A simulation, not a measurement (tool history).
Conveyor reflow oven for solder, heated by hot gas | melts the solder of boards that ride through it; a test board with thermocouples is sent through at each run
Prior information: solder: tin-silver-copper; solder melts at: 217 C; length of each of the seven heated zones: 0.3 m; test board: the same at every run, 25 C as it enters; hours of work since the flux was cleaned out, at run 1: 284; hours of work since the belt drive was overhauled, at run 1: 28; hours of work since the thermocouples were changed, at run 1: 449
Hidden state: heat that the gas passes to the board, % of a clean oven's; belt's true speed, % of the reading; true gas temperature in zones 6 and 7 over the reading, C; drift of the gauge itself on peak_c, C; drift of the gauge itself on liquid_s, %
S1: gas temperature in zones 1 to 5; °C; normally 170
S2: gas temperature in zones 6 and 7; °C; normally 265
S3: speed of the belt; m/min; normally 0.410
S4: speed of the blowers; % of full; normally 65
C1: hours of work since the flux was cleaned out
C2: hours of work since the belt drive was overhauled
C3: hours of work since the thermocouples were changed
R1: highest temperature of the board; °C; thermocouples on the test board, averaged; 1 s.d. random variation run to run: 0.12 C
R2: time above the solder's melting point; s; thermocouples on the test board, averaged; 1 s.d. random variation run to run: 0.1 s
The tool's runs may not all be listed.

run   hour   S1   S2     S3  S4   C1  C2   C3     R1    R2
  1    0.0  170  265  0.410  65  284  28  449  246.0  58.0
  2    8.8  170  265  0.410  65  288  33  453  245.9  57.8
  3   17.3  170  265  0.410  65  292  37  458  246.0  57.8
  4   25.3  170  265  0.428  65  297  42  462  244.7  53.3
  5   35.1  170  265  0.410  65  302  47  467  245.9  57.9
  6   40.2  170  265  0.410  65  304  49  470  245.8  57.7
  7   52.5  170  265  0.410  65  311  56  476  245.9  57.8
  8   64.4  179  265  0.410  65  317  62  482  247.7  63.4
  9   70.9  179  265  0.410  65  320  65  485  247.5  63.6
 10   80.0  170  265  0.365  65  325  70  490  249.3  70.5
      84.5  -- belt drive overhauled, speed set with a stopwatch
 11   93.6  170  265  0.365  65  330   5  495  249.4  70.5
 12  101.9  184  273  0.437  78  334   9  499  256.3  69.0
 13  109.7  184  273  0.437  78  338  13  504  256.6  69.0
 14  120.5  162  275  0.410  52  344  19  509  248.2  55.6

For some of the steps in R1 from one run to the next: how much would appear even if the tool had no hidden state, given the settings, what came in and random variation, and how much remains for the hidden state plus any gauge scatter that the measured result and the result without hidden state don't share?
Run 11 -> 12: S1 170 -> 184, S2 265 -> 273, S3 0.365 -> 0.437, S4 65 -> 78. R1 +6.9 °C: hidden state -0.3, all else +7.2.
Run 13 -> 14: S1 184 -> 162, S2 273 -> 275, S3 0.437 -> 0.410, S4 78 -> 52. R1 -8.4 °C: hidden state +0.0, all else -8.4.
